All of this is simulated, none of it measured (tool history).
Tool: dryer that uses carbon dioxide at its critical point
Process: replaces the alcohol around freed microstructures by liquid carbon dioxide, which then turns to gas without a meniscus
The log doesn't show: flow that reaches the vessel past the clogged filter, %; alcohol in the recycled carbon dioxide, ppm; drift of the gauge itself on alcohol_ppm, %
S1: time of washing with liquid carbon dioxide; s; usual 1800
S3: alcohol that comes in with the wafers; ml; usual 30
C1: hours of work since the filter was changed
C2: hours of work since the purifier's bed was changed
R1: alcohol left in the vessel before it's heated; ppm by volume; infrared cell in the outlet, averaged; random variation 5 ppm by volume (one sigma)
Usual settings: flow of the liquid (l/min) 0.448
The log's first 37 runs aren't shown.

{"run": 38, "day": 22.1, "S1": 1920, "flow of the liquid (l/min)": 0.364, "S3": 84, "C1": 171, "C2": 480, "R1": 431}
{"run": 39, "day": 22.5, "S1": 1980, "flow of the liquid (l/min)": 0.444, "S3": 23, "C1": 175, "C2": 484, "R1": 185}
{"run": 40, "day": 23.192, "S1": 1980, "flow of the liquid (l/min)": 0.444, "S3": 23, "C1": 182, "C2": 491, "R1": 190}
{"run": 41, "day": 23.725, "S1": 1920, "flow of the liquid (l/min)": 0.351, "S3": 23, "C1": 187, "C2": 496, "R1": 251}
{"run": 42, "day": 24.371, "S1": 1380, "flow of the liquid (l/min)": 0.448, "S3": 26, "C1": 193, "C2": 502, "R1": 307}
{"run": 43, "day": 24.771, "S1": 1380, "flow of the liquid (l/min)": 0.753, "S3": 92, "C1": 197, "C2": 506, "R1": 198}
{"run": 44, "day": 25.221, "S1": 1920, "flow of the liquid (l/min)": 0.448, "S3": 71, "C1": 201, "C2": 511, "R1": 249}
{"run": 45, "day": 26.075, "S1": 2820, "flow of the liquid (l/min)": 0.711, "S3": 35, "C1": 210, "C2": 519, "R1": 176}
{"run": 46, "day": 26.817, "S1": 1800, "flow of the liquid (l/min)": 0.559, "S3": 30, "C1": 217, "C2": 526, "R1": 188}
{"run": 47, "day": 27.279, "S1": 1140, "flow of the liquid (l/min)": 0.342, "S3": 100, "C1": 221, "C2": 530, "R1": 3385}

The next listed run, before its measurement:
{"run": 48, "day": 27.867, "S1": 1800, "flow of the liquid (l/min)": 0.315, "S3": 90, "C1": 227, "C2": 536, "R1": "?"}

Run 48 gave R1 990 ppm by volume.
Without the tool's hidden state the same run would have given R1 630 ppm by volume.
